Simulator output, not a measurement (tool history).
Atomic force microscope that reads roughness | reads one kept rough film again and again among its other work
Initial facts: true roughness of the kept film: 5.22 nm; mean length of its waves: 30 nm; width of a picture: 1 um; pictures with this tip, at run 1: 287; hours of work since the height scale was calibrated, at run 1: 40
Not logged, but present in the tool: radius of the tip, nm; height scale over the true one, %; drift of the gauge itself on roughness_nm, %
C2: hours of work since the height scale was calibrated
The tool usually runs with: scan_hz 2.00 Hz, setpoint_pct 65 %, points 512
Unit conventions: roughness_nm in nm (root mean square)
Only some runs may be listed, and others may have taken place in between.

Run 1, day 0.000: usual settings; pictures with this tip 287; C2 40. Result: roughness_nm 3.448 nm (root mean square).
Run 2, day 0.296: usual settings but scan_hz 1.98 Hz; pictures with this tip 298; C2 45. Result: roughness_nm 3.401 nm (root mean square).
At day 0.558: new tip fitted.
Run 3, day 0.600: usual settings but scan_hz 1.98 Hz; pictures with this tip 1; C2 50. Result: roughness_nm 4.466 nm (root mean square).
Run 4, day 0.996: usual settings but setpoint_pct 56 %; pictures with this tip 16; C2 57. Result: roughness_nm 4.469 nm (root mean square).
Run 5, day 1.354: usual settings but setpoint_pct 56 %; pictures with this tip 30; C2 63. Result: roughness_nm 4.453 nm (root mean square).
Run 6, day 1.550: usual settings but setpoint_pct 56 %; pictures with this tip 37; C2 66. Result: roughness_nm 4.351 nm (root mean square).
Run 7, day 1.754: usual settings but scan_hz 0.79 Hz, setpoint_pct 56 %; pictures with this tip 45; C2 70. Result: roughness_nm 4.403 nm (root mean square).
Run 8, day 2.042: usual settings but points 677; pictures with this tip 56; C2 75. Result: roughness_nm 4.215 nm (root mean square).
Run 9, day 2.271: usual settings but points 887; pictures with this tip 65; C2 79. Result: roughness_nm 4.207 nm (root mean square).
Run 10, day 2.567: usual settings but setpoint_pct 87 %; pictures with this tip 76; C2 84. Result: roughness_nm 3.785 nm (root mean square).
Run 11, day 2.792: usual settings but setpoint_pct 87 %; pictures with this tip 85; C2 88. Result: roughness_nm 3.758 nm (root mean square).
Run 12, day 2.992: usual settings but setpoint_pct 87 %; pictures with this tip 93; C2 92. Result: roughness_nm 3.745 nm (root mean square).
Run 13, day 3.371: usual settings but setpoint_pct 87 %; pictures with this tip 107; C2 98. Result: roughness_nm 3.693 nm (root mean square).
Run 14, day 3.633: usual settings but setpoint_pct 61 %; pictures with this tip 117; C2 103. Result: roughness_nm 4.042 nm (root mean square).
Run 15, day 4.000: usual settings but scan_hz 0.86 Hz; pictures with this tip 131; C2 110. Result: roughness_nm 4.073 nm (root mean square).
Run 16, day 4.388: usual settings but scan_hz 0.86 Hz, setpoint_pct 70 %; pictures with this tip 146; C2 116. Result: roughness_nm 3.969 nm (root mean square).
Run 17, day 4.775: usual settings; pictures with this tip 161; C2 123. Result: roughness_nm 3.846 nm (root mean square).
Run 18, day 5.029: usual settings; pictures with this tip 170; C2 128. Result: roughness_nm 3.834 nm (root mean square).
Run 19, day 5.312: usual settings but setpoint_pct 72 %; pictures with this tip 181; C2 133. Result: roughness_nm 3.694 nm (root mean square).
Run 20, day 5.550: usual settings but setpoint_pct 89 %; pictures with this tip 190; C2 137. Result: roughness_nm 3.410 nm (root mean square).
Run 21, day 5.783: usual settings but setpoint_pct 89 %; pictures with this tip 199; C2 141. Result: roughness_nm 3.388 nm (root mean square).
Run 22, day 5.992: usual settings but setpoint_pct 89 %; pictures with this tip 207; C2 145. Result: roughness_nm 3.375 nm (root mean square).
Run 23, day 6.192: usual settings but points 367; pictures with this tip 215; C2 148. Result: roughness_nm 3.715 nm (root mean square).
Run 24, day 6.492: usual settings but scan_hz 0.72 Hz, setpoint_pct 70 %, points 367; pictures with this tip 226; C2 153. Result: roughness_nm 3.749 nm (root mean square).
Run 25, day 6.854: usual settings but scan_hz 0.72 Hz, setpoint_pct 70 %, points 367; pictures with this tip 240; C2 160. Result: roughness_nm 3.668 nm (root mean square).
Run 26, day 7.092: usual settings but scan_hz 0.68 Hz, setpoint_pct 70 %, points 470; pictures with this tip 249; C2 164. Result: roughness_nm 3.648 nm (root mean square).
Run 27, day 7.362: usual settings but scan_hz 0.61 Hz, setpoint_pct 61 %, points 317; pictures with this tip 260; C2 169. Result: roughness_nm 3.629 nm (root mean square).
Run 28, day 7.683: usual settings but scan_hz 1.28 Hz, setpoint_pct 87 %, points 317; pictures with this tip 272; C2 174. Result: roughness_nm 3.368 nm (root mean square).
Run 29, day 7.921: usual settings but scan_hz 1.28 Hz, setpoint_pct 87 %, points 317; pictures with this tip 281; C2 179. Result: roughness_nm 3.326 nm (root mean square).
Run 30, day 8.354: usual settings but scan_hz 1.16 Hz, setpoint_pct 71 %, points 698; pictures with this tip 297; C2 186. Result: roughness_nm 3.488 nm (root mean square).
At day 8.621: new tip fitted.
Run 31, day 8.788: usual settings but scan_hz 3.52 Hz, setpoint_pct 60 %, points 286; pictures with this tip 6; C2 193. Result: roughness_nm 4.351 nm (root mean square).
Run 32, day 9.138: usual settings but scan_hz 1.64 Hz, setpoint_pct 60 %, points 286; pictures with this tip 20; C2 200. Result: roughness_nm 4.473 nm (root mean square).
Run 33, day 9.479: usual settings but setpoint_pct 89 %, points 595; pictures with this tip 33; C2 206. Result: roughness_nm 3.941 nm (root mean square).
Run 34, day 9.758: usual settings but scan_hz 0.59 Hz, setpoint_pct 88 %, points 550; pictures with this tip 43; C2 211. Result: roughness_nm 4.335 nm (root mean square).
Run 35, day 10.188: usual settings but scan_hz 0.73 Hz, setpoint_pct 56 %; pictures with this tip 60; C2 218. Result: roughness_nm 4.395 nm (root mean square).

Expected results for the next run?
Run 36, day 10.371: usual settings but scan_hz 2.85 Hz, setpoint_pct 82 %, points 297; pictures with this tip 67; C2 221. Result: roughness_nm ?.

Logged for run 36: roughness_nm 3.804 nm (root mean square).
Without the tool's hidden state the same run would have given roughness_nm 4.026 nm (root mean square).
